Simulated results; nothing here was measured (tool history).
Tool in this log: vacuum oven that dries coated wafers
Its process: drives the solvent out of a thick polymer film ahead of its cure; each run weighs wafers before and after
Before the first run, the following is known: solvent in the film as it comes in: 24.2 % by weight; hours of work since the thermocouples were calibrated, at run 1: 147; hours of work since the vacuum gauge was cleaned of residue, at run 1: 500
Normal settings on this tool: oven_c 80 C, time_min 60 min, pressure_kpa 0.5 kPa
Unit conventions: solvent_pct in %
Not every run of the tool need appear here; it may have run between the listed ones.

run,day,oven_c,time_min,pressure_kpa,hours of work since the thermocouples were calibrated,hours of work since the vacuum gauge was cleaned of residue,solvent_pct
1,0,80,60,0.5,147,500,3.05
2,1.079,80,60,0.5,160,513,3.01
3,1.821,95,60,0.5,169,522,0.35
4,2.438,95,60,0.5,177,530,0.33
5,3.079,95,60,0.5,185,538,0.35
6,4.246,70,60,0.5,199,552,7.66
7,5.012,68,60,0.5,209,562,8.74
8,5.892,72,60,0.5,220,573,6.59
9,7.217,80,60,0.5,236,589,3.08
10,8.212,80,60,0.5,248,601,3.02
11,9.017,80,60,1.4,258,611,3.68
12,10.079,80,60,1.093,271,624,3.46
13,11.062,80,60,1.093,284,637,3.49
14,11.846,66,55,0.281,293,646,10.04
15,12.896,80,56,0.611,306,659,3.47
16,13.5,86,47,0.271,314,667,2.03
17,14.242,85,31,0.272,323,676,4.79
18,15.212,70,64,1.65,335,688,8.29
19,15.979,70,64,1.65,345,698,8.35
20,16.792,66,58,0.5,355,708,10.08
21,17.7,84,35,1.641,366,719,5.23
22,18.404,84,35,1.641,375,728,5.24

What will run 23 give?
23,19.092,88,51,1.747,383,736,?

Logged for run 23: solvent_pct 2.19 %.
With no hidden state in the tool, this same run would have given solvent_pct 2.18 %.

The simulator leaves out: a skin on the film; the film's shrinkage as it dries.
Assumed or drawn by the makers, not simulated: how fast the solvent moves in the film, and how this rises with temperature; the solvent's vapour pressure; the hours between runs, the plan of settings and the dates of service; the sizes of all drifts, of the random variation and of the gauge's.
